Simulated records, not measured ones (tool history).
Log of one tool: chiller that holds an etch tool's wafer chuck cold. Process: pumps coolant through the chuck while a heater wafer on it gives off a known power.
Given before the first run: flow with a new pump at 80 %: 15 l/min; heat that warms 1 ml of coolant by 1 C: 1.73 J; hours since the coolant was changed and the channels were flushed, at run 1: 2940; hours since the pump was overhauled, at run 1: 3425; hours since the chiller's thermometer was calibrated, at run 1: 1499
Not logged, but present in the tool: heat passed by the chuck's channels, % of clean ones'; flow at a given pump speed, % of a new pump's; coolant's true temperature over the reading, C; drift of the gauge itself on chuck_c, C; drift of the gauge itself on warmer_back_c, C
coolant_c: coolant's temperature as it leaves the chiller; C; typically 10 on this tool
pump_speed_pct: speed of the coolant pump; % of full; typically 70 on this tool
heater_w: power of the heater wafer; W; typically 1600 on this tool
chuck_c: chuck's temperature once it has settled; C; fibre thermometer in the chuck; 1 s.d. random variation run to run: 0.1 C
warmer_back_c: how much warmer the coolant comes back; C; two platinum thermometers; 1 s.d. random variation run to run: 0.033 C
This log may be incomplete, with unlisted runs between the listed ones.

run	hour	coolant_c	pump_speed_pct	heater_w	hours since the coolant was changed and the channels were flushed	hours since the pump was overhauled	hours since the chiller's thermometer was calibrated	chuck_c	warmer_back_c
1	0	10	70	1600	2940	3425	1499	22.4	4.61
2	108.2	10	70	1600	3048	3533	1607	22.5	4.62
3	197.1	10	70	1600	3137	3622	1696	22.7	4.61
4	305.8	10	70	1600	3246	3731	1804	22.7	4.66
5	416.1	10	70	1600	3356	3841	1915	23	4.65
6	502	10	70	1600	3442	3927	2001	22.8	4.65
7	557.6	10	70	1600	3498	3982	2056	23	4.63
8	657	10	70	1600	3597	4082	2156	23	4.58
9	724.8	10	70	1600	3665	4150	2223	22.9	4.67
10	793	10	70	1600	3733	4218	2291	23	4.66
11	891.3	10	70	1600	3831	4316	2390	23.1	4.65
12	955.3	10	70	1600	3895	4380	2454	23.3	4.72
13	1067	10	70	1600	4007	4492	2566	23.2	4.71
14	1168.7	13	70	1600	4109	4594	2667	26.2	4.63
15	1222	10	70	1600	4162	4647	2721	23.4	4.7
# hour 1266.7: coolant changed, channels flushed
16	1326.5	10	70	1600	60	4745	2819	22.1	4.7
17	1439.9	10	70	1600	173	4859	2932	22.3	4.71
18	1519.5	10	70	1952	253	4938	3012	25	5.86
19	1602	10	82	1324	335	5021	3094	19.5	3.38
20	1707.9	12	70	1160	441	5127	3200	21.1	3.45
21	1797.4	12	70	1160	531	5216	3290	21.2	3.49
# hour 1813.2: coolant pump overhauled
22	1862.2	12	70	1160	590	49	3350	21.7	3.75
23	1917.5	5	65	1930	646	104	3405	21.4	6.78
24	2018.7	5	65	1930	747	206	3506	21.5	6.81
25	2126.1	10	61	1600	854	313	3614	24.3	6.02
26	2236.5	10	61	1600	965	423	3724	24.3	6.04
27	2330.3	10	61	1600	1059	517	3818	24.4	6.11
28	2395.2	10	74	936	1123	582	3883	18	2.89
# hour 2422.5: coolant pump overhauled, once more
29	2475.5	8	65	1938	1199	53	3958	23	5.5
30	2550.6	18	93	2376	1274	128	4033	33.2	4.7
31	2658.5	10	95	1151	1382	236	4141	17.7	2.22
32	2730.7	10	95	1151	1454	308	4213	17.9	2.25

For each run, the measured value with the value that run would have given without the tool's hidden condition subtracted. The run-to-run variation is shared by both, the gauge scatter possibly not:
run	chuck_c	warmer_back_c
1	+1.6	+0.35
2	+1.7	+0.36
3	+1.8	+0.38
4	+1.9	+0.39
5	+1.9	+0.4
6	+2	+0.41
7	+1.9	+0.42
8	+2	+0.42
9	+2	+0.44
10	+2.1	+0.44
11	+2.2	+0.45
12	+2.3	+0.47
13	+2.3	+0.48
14	+2.4	+0.48
15	+2.4	+0.49
16	+1.3	+0.5
17	+1.3	+0.52
18	+1.6	+0.64
19	+1.2	+0.38
20	+1.2	+0.4
21	+1.2	+0.41
22	+1.8	+0.72
23	+2.6	+1.3
24	+2.7	+1.32
25	+2.5	+1.18
26	+2.5	+1.19
27	+2.6	+1.21
28	+1.7	+0.59
29	+1.1	-0.03
30	+1.2	-0.02
31	+0.9	+0
32	+1	+0

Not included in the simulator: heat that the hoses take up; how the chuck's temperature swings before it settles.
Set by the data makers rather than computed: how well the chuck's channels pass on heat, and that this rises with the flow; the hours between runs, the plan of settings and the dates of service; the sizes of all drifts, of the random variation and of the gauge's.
